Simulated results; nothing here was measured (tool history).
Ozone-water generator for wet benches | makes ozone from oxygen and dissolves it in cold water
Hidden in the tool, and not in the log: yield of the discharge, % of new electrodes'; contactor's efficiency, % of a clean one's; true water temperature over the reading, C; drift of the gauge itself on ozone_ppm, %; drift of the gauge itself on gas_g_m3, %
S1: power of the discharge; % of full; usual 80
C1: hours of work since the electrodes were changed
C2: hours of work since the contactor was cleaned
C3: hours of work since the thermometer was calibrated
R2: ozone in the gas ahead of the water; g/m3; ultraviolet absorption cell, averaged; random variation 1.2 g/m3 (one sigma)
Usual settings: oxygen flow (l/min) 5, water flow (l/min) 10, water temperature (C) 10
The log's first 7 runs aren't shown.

Run 8, hour 224.2: usual settings but water temperature (C) 5; C1 888; C2 301; C3 1829. Result: dissolved ozone (ppm) 46.4, R2 217.3 g/m3.
Run 9, hour 253.9: usual settings but S1 55 % of full; C1 913; C2 327; C3 1855. Result: dissolved ozone (ppm) 33.6, R2 175.2 g/m3.
Run 10, hour 283: usual settings but S1 51 % of full; C1 938; C2 352; C3 1880. Result: dissolved ozone (ppm) 32, R2 164.7 g/m3.
Run 11, hour 320.9: usual settings but S1 51 % of full; C1 971; C2 384; C3 1912. Result: dissolved ozone (ppm) 32.8, R2 167 g/m3.
Run 12, hour 360.5: usual settings but S1 51 % of full; C1 1005; C2 419; C3 1947. Result: dissolved ozone (ppm) 32.3, R2 166.7 g/m3.
Run 13, hour 408.8: usual settings but S1 51 % of full; C1 1047; C2 460; C3 1988. Result: dissolved ozone (ppm) 32.4, R2 165.2 g/m3.
Run 14, hour 465.3: usual settings but S1 51 % of full; C1 1096; C2 509; C3 2037. Result: dissolved ozone (ppm) 32.7, R2 166.2 g/m3.
Run 15, hour 497.5: usual settings but water flow (l/min) 14; C1 1124; C2 537; C3 2065. Result: dissolved ozone (ppm) 34.4, R2 221.2 g/m3.
Run 16, hour 552.7: usual settings but water flow (l/min) 14; C1 1171; C2 584; C3 2112. Result: dissolved ozone (ppm) 34.2, R2 220.7 g/m3.
Run 17, hour 584.8: usual settings but S1 82 % of full, oxygen flow (l/min) 6.23, water flow (l/min) 13, water temperature (C) 11; C1 1199; C2 612; C3 2140. Result: dissolved ozone (ppm) 37.1, R2 207.4 g/m3.
Run 18, hour 610.6: usual settings but S1 44 % of full, oxygen flow (l/min) 3.55, water flow (l/min) 9, water temperature (C) 7; C1 1221; C2 634; C3 2162. Result: dissolved ozone (ppm) 31.3, R2 170.1 g/m3.
Run 19, hour 660.6: usual settings but S1 44 % of full, oxygen flow (l/min) 3.55, water flow (l/min) 9, water temperature (C) 7; C1 1264; C2 678; C3 2206. Result: dissolved ozone (ppm) 31.2, R2 169.1 g/m3.
Run 20, hour 696.1: usual settings but S1 44 % of full, oxygen flow (l/min) 2.61, water flow (l/min) 9, water temperature (C) 7; C1 1295; C2 708; C3 2236. Result: dissolved ozone (ppm) 29.2, R2 188.6 g/m3.
Run 21, hour 738.5: usual settings but S1 44 % of full, oxygen flow (l/min) 2.61, water flow (l/min) 14, water temperature (C) 7; C1 1332; C2 745; C3 2273. Result: dissolved ozone (ppm) 20.3, R2 186.6 g/m3.
Run 22, hour 783.3: usual settings but S1 65 % of full, oxygen flow (l/min) 3.94, water flow (l/min) 8; C1 1370; C2 784; C3 2311. Result: dissolved ozone (ppm) 41.4, R2 209.5 g/m3.
Run 23, hour 807.8: usual settings but S1 65 % of full, oxygen flow (l/min) 3.94, water flow (l/min) 8; C1 1392; C2 805; C3 2333. Result: dissolved ozone (ppm) 41.7, R2 209.4 g/m3.
Run 24, hour 862.6: usual settings but water flow (l/min) 8; C1 1439; C2 852; C3 2380. Result: dissolved ozone (ppm) 48.2, R2 218.6 g/m3.
Run 25, hour 920: usual settings but S1 42 % of full, water flow (l/min) 12; C1 1488; C2 902; C3 2429. Result: dissolved ozone (ppm) 25.9, R2 145.3 g/m3.
Run 26, hour 947.4: usual settings but S1 42 % of full, water flow (l/min) 14, water temperature (C) 5; C1 1512; C2 925; C3 2453. Result: dissolved ozone (ppm) 24.5, R2 149 g/m3.
Run 27, hour 1003.5: usual settings but S1 48 % of full, water temperature (C) 14; C1 1560; C2 974; C3 2502. Result: dissolved ozone (ppm) 29, R2 160.1 g/m3.
Run 28, hour 1045.4: usual settings but S1 61 % of full, oxygen flow (l/min) 2.79, water flow (l/min) 8, water temperature (C) 17; C1 1597; C2 1010; C3 2538. Result: dissolved ozone (ppm) 34, R2 225.1 g/m3.
Run 29, hour 1098.7: usual settings but S1 61 % of full, oxygen flow (l/min) 2.79, water flow (l/min) 8, water temperature (C) 17; C1 1643; C2 1056; C3 2584. Result: dissolved ozone (ppm) 34, R2 225.8 g/m3.
Run 30, hour 1123.4: usual settings but S1 74 % of full, oxygen flow (l/min) 3.95, water temperature (C) 15; C1 1664; C2 1077; C3 2605. Result: dissolved ozone (ppm) 36.4, R2 226.5 g/m3.
Run 31, hour 1155.7: usual settings but water temperature (C) 11; C1 1692; C2 1105; C3 2633. Result: dissolved ozone (ppm) 41.7, R2 220.3 g/m3.

The next listed run, before its measurement:
Run 32, hour 1189.4: usual settings but S1 57 % of full, water flow (l/min) 9, water temperature (C) 11; C1 1721; C2 1134; C3 2662. Result: dissolved ozone (ppm) ?, R2 ?.

dissolved ozone (ppm): 36.3
R2: 178.3 g/m3
Without the tool's hidden state the same run would have given dissolved ozone (ppm) 36.4, R2 178.5 g/m3.

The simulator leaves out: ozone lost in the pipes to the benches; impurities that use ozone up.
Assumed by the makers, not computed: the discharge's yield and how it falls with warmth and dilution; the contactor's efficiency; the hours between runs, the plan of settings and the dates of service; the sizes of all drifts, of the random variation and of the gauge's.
